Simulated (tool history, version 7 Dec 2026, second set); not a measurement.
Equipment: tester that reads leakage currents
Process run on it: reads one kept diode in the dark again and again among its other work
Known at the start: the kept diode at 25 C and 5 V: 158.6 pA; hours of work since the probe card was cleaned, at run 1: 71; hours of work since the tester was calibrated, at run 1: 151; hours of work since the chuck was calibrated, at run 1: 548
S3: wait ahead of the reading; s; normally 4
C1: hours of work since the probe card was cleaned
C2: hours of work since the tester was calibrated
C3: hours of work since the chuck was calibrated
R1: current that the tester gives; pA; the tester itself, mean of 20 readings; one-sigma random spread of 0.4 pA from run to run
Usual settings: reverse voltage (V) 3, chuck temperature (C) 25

run 1 day=0 | reverse_voltage_(V)=3 chuck_temperature_(C)=25 S3=4 | C1=71 C2=151 C3=548 | R1=132.47
run 2 day=0.879 | reverse_voltage_(V)=3 chuck_temperature_(C)=25 S3=4 | C1=81 C2=162 C3=559 | R1=133.16
run 3 day=1.567 | reverse_voltage_(V)=3 chuck_temperature_(C)=37 S3=4 | C1=90 C2=170 C3=567 | R1=322.09
run 4 day=2.308 | reverse_voltage_(V)=3 chuck_temperature_(C)=25 S3=0.72 | C1=99 C2=179 C3=576 | R1=133.72
run 5 day=3.275 | reverse_voltage_(V)=7.72 chuck_temperature_(C)=25 S3=4 | C1=111 C2=191 C3=588 | R1=185.67
run 6 day=4.425 | reverse_voltage_(V)=7.72 chuck_temperature_(C)=25 S3=1.28 | C1=125 C2=205 C3=602 | R1=185.68
run 7 day=5.217 | reverse_voltage_(V)=7.72 chuck_temperature_(C)=25 S3=1.28 | C1=134 C2=215 C3=611 | R1=185.84
run 8 day=6.554 | reverse_voltage_(V)=7.72 chuck_temperature_(C)=25 S3=1.3 | C1=151 C2=231 C3=628 | R1=186.03
run 9 day=7.954 | reverse_voltage_(V)=7.72 chuck_temperature_(C)=25 S3=1.3 | C1=168 C2=248 C3=645 | R1=185.45
run 10 day=8.833 | reverse_voltage_(V)=3 chuck_temperature_(C)=25 S3=4 | C1=178 C2=259 C3=656 | R1=133.05
run 11 day=9.621 | reverse_voltage_(V)=3 chuck_temperature_(C)=25 S3=4 | C1=188 C2=268 C3=665 | R1=132.45
run 12 day=11.067 | reverse_voltage_(V)=3 chuck_temperature_(C)=52 S3=0.35 | C1=206 C2=286 C3=683 | R1=888.55
run 13 day=12.446 | reverse_voltage_(V)=5.11 chuck_temperature_(C)=52 S3=0.88 | C1=222 C2=303 C3=700 | R1=1064.21
run 14 day=13.604 | reverse_voltage_(V)=2.61 chuck_temperature_(C)=35 S3=2.61 | C1=236 C2=317 C3=714 | R1=266.79
run 15 day=14.762 | reverse_voltage_(V)=2.61 chuck_temperature_(C)=35 S3=2.61 | C1=251 C2=331 C3=728 | R1=266.28
-- day=15.946 chuck's temperature calibrated
run 16 day=16.067 | reverse_voltage_(V)=14.67 chuck_temperature_(C)=21 S3=0.56 | C1=265 C2=346 C3=1 | R1=173.14
run 17 day=17.138 | reverse_voltage_(V)=14.67 chuck_temperature_(C)=21 S3=0.56 | C1=278 C2=359 C3=15 | R1=172.65
run 18 day=18.267 | reverse_voltage_(V)=14.67 chuck_temperature_(C)=29 S3=0.59 | C1=292 C2=373 C3=28 | R1=317.84
run 19 day=19.038 | reverse_voltage_(V)=3.38 chuck_temperature_(C)=20 S3=3.54 | C1=302 C2=382 C3=38 | R1=93.94
run 20 day=19.871 | reverse_voltage_(V)=3 chuck_temperature_(C)=25 S3=5.13 | C1=312 C2=392 C3=48 | R1=132.56
run 21 day=21.033 | reverse_voltage_(V)=3 chuck_temperature_(C)=25 S3=5.13 | C1=326 C2=406 C3=62 | R1=132.7
run 22 day=22.621 | reverse_voltage_(V)=2.96 chuck_temperature_(C)=24 S3=6.08 | C1=345 C2=426 C3=81 | R1=122.19

What if the next run were any one of these 3? Each begins from the tool's condition after run 22:
run A day=23.288 | reverse_voltage_(V)=9.36 chuck_temperature_(C)=35 S3=3.73 | C1=353 C2=434 C3=89 | R1=?
run B day=23.288 | reverse_voltage_(V)=14.26 chuck_temperature_(C)=51 S3=4 | C1=353 C2=434 C3=89 | R1=?
run C day=23.288 | reverse_voltage_(V)=18.09 chuck_temperature_(C)=27 S3=1.13 | C1=353 C2=434 C3=89 | R1=?

run=A R1=415.21
run=B R1=1427.59
run=C R1=291.08
Without the tool's unlogged condition, the same runs would have read:
run=A R1=415.18
run=B R1=1427.54
run=C R1=291.04

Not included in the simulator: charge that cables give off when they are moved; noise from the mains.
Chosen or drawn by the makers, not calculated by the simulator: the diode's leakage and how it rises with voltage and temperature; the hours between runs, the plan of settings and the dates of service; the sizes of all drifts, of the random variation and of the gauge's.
